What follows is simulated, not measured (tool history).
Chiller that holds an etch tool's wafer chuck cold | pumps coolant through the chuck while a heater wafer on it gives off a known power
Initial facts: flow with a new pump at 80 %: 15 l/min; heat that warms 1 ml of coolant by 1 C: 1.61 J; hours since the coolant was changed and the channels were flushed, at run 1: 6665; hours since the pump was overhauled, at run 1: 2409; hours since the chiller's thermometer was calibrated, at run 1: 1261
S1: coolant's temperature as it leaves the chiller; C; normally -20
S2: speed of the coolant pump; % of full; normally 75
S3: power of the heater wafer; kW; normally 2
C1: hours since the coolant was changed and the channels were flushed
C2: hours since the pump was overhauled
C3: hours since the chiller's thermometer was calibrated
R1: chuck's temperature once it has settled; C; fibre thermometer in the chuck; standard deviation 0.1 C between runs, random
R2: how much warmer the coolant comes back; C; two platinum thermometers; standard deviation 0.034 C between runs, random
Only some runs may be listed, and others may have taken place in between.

run 1 hour=0 | S1=-20 S2=75 S3=2 | C1=6665 C2=2409 C3=1261 | R1=5.2 R2=5.53
run 2 hour=103.2 | S1=-20 S2=75 S3=1.688 | C1=6768 C2=2513 C3=1364 | R1=1.3 R2=4.71
run 3 hour=149 | S1=-20 S2=75 S3=1.688 | C1=6814 C2=2558 C3=1410 | R1=1.4 R2=4.7
run 4 hour=230.6 | S1=-20 S2=81 S3=2 | C1=6895 C2=2640 C3=1492 | R1=3.4 R2=5.08
run 5 hour=301.9 | S1=-20 S2=81 S3=2 | C1=6967 C2=2711 C3=1563 | R1=3.5 R2=5.1
run 6 hour=358.7 | S1=-20 S2=75 S3=2 | C1=7023 C2=2768 C3=1620 | R1=5.4 R2=5.57
run 7 hour=439.5 | S1=-20 S2=75 S3=2 | C1=7104 C2=2849 C3=1701 | R1=5.4 R2=5.58
run 8 hour=525 | S1=-14 S2=75 S3=2 | C1=7190 C2=2934 C3=1786 | R1=11.6 R2=5.62
run 9 hour=613.1 | S1=-20 S2=75 S3=2 | C1=7278 C2=3023 C3=1874 | R1=5.4 R2=5.63
run 10 hour=689.1 | S1=-12 S2=82 S3=2.016 | C1=7354 C2=3098 C3=1950 | R1=11.5 R2=5.16
run 11 hour=740.8 | S1=-12 S2=95 S3=1.031 | C1=7405 C2=3150 C3=2002 | R1=-1.9 R2=2.21

The next listed run, before its measurement:
run 12 hour=792 | S1=-12 S2=95 S3=1.031 | C1=7457 C2=3201 C3=2053 | R1=? R2=?

Run 12 gave R1 -1.6 C, R2 2.26 C.
With no hidden state in the tool, this same run would have given R1 -2.6 C, R2 2.14 C.
